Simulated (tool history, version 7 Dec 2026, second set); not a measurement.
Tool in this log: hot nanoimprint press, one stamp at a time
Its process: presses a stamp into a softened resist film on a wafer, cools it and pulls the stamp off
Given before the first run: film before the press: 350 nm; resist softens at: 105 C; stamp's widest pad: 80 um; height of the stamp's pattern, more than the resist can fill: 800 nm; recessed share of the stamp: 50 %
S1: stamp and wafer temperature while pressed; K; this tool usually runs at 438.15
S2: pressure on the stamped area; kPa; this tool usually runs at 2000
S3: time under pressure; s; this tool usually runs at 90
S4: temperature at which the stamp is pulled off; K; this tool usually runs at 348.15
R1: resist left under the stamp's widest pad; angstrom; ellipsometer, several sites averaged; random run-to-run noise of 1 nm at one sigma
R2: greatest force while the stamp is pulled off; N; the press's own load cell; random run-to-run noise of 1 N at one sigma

{"run": 1, "day": 0.0, "S1": 438.15, "S2": 2000, "S3": 90, "S4": 348.15, "R1": 2063, "R2": 97}
{"run": 2, "day": 1.217, "S1": 438.15, "S2": 2000, "S3": 90, "S4": 348.15, "R1": 2063, "R2": 98}
{"run": 3, "day": 3.333, "S1": 438.15, "S2": 2000, "S3": 90, "S4": 348.15, "R1": 2074, "R2": 97}
{"run": 4, "day": 5.062, "S1": 438.15, "S2": 2000, "S3": 90, "S4": 348.15, "R1": 2053, "R2": 97}
{"run": 5, "day": 6.838, "S1": 438.15, "S2": 2000, "S3": 90, "S4": 348.15, "R1": 2062, "R2": 98}
{"run": 6, "day": 8.029, "S1": 438.15, "S2": 2000, "S3": 90, "S4": 348.15, "R1": 2078, "R2": 97}
{"run": 7, "day": 9.692, "S1": 438.15, "S2": 2000, "S3": 90, "S4": 348.15, "R1": 2075, "R2": 98}
{"run": 8, "day": 11.592, "S1": 438.15, "S2": 1820, "S3": 90, "S4": 348.15, "R1": 2131, "R2": 97}
{"run": 9, "day": 13.467, "S1": 447.15, "S2": 1820, "S3": 90, "S4": 348.15, "R1": 1336, "R2": 98}
{"run": 10, "day": 14.425, "S1": 447.15, "S2": 1820, "S3": 90, "S4": 348.15, "R1": 1337, "R2": 97}
{"run": 11, "day": 15.483, "S1": 447.15, "S2": 1820, "S3": 90, "S4": 348.15, "R1": 1336, "R2": 98}
{"run": 12, "day": 17.129, "S1": 447.15, "S2": 1820, "S3": 90, "S4": 348.15, "R1": 1334, "R2": 96}
{"run": 13, "day": 18.912, "S1": 438.15, "S2": 2000, "S3": 90, "S4": 348.15, "R1": 2063, "R2": 96}
{"run": 14, "day": 20.354, "S1": 438.15, "S2": 2000, "S3": 90, "S4": 348.15, "R1": 2052, "R2": 97}
{"run": 15, "day": 21.846, "S1": 438.15, "S2": 2000, "S3": 90, "S4": 348.15, "R1": 2056, "R2": 97}
{"run": 16, "day": 23.496, "S1": 438.15, "S2": 2200, "S3": 104, "S4": 355.15, "R1": 1896, "R2": 87}
{"run": 17, "day": 25.921, "S1": 441.15, "S2": 2570, "S3": 116, "S4": 354.15, "R1": 1450, "R2": 87}
{"run": 18, "day": 26.996, "S1": 441.15, "S2": 2570, "S3": 116, "S4": 354.15, "R1": 1455, "R2": 86}
{"run": 19, "day": 28.108, "S1": 441.15, "S2": 2570, "S3": 117, "S4": 345.15, "R1": 1452, "R2": 102}
{"run": 20, "day": 29.075, "S1": 443.15, "S2": 1230, "S3": 78, "S4": 349.15, "R1": 2021, "R2": 94}
{"run": 21, "day": 31.012, "S1": 443.15, "S2": 1230, "S3": 93, "S4": 352.15, "R1": 1905, "R2": 89}
{"run": 22, "day": 32.475, "S1": 443.15, "S2": 1230, "S3": 97, "S4": 352.15, "R1": 1888, "R2": 89}
{"run": 23, "day": 34.379, "S1": 429.15, "S2": 2000, "S3": 90, "S4": 348.15, "R1": 2926, "R2": 97}
{"run": 24, "day": 35.329, "S1": 429.15, "S2": 2000, "S3": 90, "S4": 348.15, "R1": 2912, "R2": 96}
{"run": 25, "day": 37.129, "S1": 450.15, "S2": 2000, "S3": 90, "S4": 351.15, "R1": 1088, "R2": 91}
{"run": 26, "day": 39.225, "S1": 438.15, "S2": 1940, "S3": 90, "S4": 349.15, "R1": 2073, "R2": 96}
{"run": 27, "day": 40.508, "S1": 438.15, "S2": 1940, "S3": 62, "S4": 349.15, "R1": 2335, "R2": 95}
{"run": 28, "day": 42.204, "S1": 427.15, "S2": 1940, "S3": 62, "S4": 339.15, "R1": 3184, "R2": 115}
{"run": 29, "day": 43.683, "S1": 427.15, "S2": 1940, "S3": 104, "S4": 344.15, "R1": 3026, "R2": 106}
{"run": 30, "day": 45.525, "S1": 427.15, "S2": 2170, "S3": 45, "S4": 344.15, "R1": 3229, "R2": 103}

Not shown: 3 entries that the log had between the listed runs. Between which runs, and how does the tool's hidden state differ before and after?
After run 7, before run 8: plate thermocouple calibrated (day 10.1)
  true temperature over the reading, C: -0.04 -> 0
After run 16, before run 17: stamp cleaned and given a new release coat (day 24.833)
  true temperature over the reading, C: -0.02 -> -0.03; grip of the stamp's worn release coat, % over a new coat's: 0.6 -> 0
After run 25, before run 26: plate thermocouple calibrated (day 39.075)
  true temperature over the reading, C: -0.05 -> 0

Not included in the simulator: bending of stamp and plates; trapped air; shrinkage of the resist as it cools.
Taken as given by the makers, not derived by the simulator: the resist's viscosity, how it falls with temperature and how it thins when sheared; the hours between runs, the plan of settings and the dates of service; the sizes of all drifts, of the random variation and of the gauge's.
